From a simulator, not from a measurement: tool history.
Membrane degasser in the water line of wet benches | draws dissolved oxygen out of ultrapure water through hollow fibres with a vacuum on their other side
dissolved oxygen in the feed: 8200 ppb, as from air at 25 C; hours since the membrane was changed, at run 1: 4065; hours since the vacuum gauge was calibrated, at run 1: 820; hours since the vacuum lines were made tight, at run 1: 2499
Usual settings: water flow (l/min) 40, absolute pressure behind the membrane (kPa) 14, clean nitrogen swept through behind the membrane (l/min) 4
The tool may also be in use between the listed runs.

run	hour	water flow (l/min)	absolute pressure behind the membrane (kPa)	clean nitrogen swept through behind the membrane (l/min)	hours since the membrane was changed	hours since the vacuum gauge was calibrated	hours since the vacuum lines were made tight	dissolved oxygen in the water behind the degasser (ppb)	pressure that the water loses in the fibres (kPa)
1	0	40	14	4	4065	820	2499	454.3	30.45
2	147.7	40	24	4	4213	968	2647	659.5	30.71
3	280.7	40	28.2	4	4346	1101	2780	748.7	30.62
4	446.7	40	28.2	4	4512	1267	2946	749.7	30.68
5	629.2	40	28.2	4	4694	1449	3128	754	30.8
6	749.5	40	28.2	4	4814	1570	3248	737.9	30.86
7	883.4	40	28.2	4	4948	1704	3382	752	30.95
8	969.4	40	28.2	4	5034	1790	3468	755	30.87
9	1060.7	40	28.2	4	5126	1881	3560	750.1	30.91
10	1172.2	40	28.2	4	5237	1992	3671	750.6	30.93
11	1262.4	40	14	3.93	5327	2083	3761	465.7	30.59
12	1403.5	40	14	3.93	5468	2224	3902	457.1	30.89
13	1502.7	40	14	4.94	5568	2323	4002	422.6	30.83
14	1608.5	40	14	9.8	5673	2429	4107	324.9	31.12
15	1709.6	40	14	9.8	5774	2530	4208	324.6	30.79
16	1887.5	24	17.9	4	5952	2708	4386	249.5	18.81
17	2047.3	33	14	7.93	6112	2868	4546	226.9	25.35
18	2131	35	8.6	4.84	6196	2951	4630	239	26.93
19	2273.2	35	8.6	4.84	6338	3093	4772	239.8	26.8
20	2454.4	35	8.6	4.84	6519	3275	4953	243.8	27.08
21	2545.8	26	23.6	4	6611	3366	5045	359.8	20.38
22	2653.9	25	10.2	3.15	6719	3474	5153	175.6	19.57
23	2771.6	54	14	3.23	6836	3592	5270	859.9	42.06
24	2955.7	25	17.2	10.11	7021	3776	5455	126.2	19.38
25	3058.5	40	33	3.71	7123	3879	5557	896.3	31.13
26	3134.5	33	22.9	10.21	7199	3955	5633	267.7	25.57
27	3277.4	33	22.9	10.21	7342	4098	5776	274.7	25.55

Forecast each of these 5 alternatives for the next run:
A	3391.5	62	15.4	3.19	7456	4212	5890	?	?
B	3391.5	37	14.2	1.71	7456	4212	5890	?	?
C	3391.5	33	22.9	2.31	7456	4212	5890	?	?
D	3391.5	27	8.8	7.87	7456	4212	5890	?	?
E	3391.5	40	23.8	6.65	7456	4212	5890	?	?

run	dissolved oxygen in the water behind the degasser (ppb)	pressure that the water loses in the fibres (kPa)
A	1137.3	47.97
B	698.5	28.65
C	723.2	25.83
D	106.4	20.96
E	506.8	31.05
Without the tool's hidden state the same runs would have given:
run	dissolved oxygen in the water behind the degasser (ppb)	pressure that the water loses in the fibres (kPa)
A	1074.4	46.37
B	662.1	27.68
C	693.3	24.97
D	94.1	20.26
E	474.5	30.01
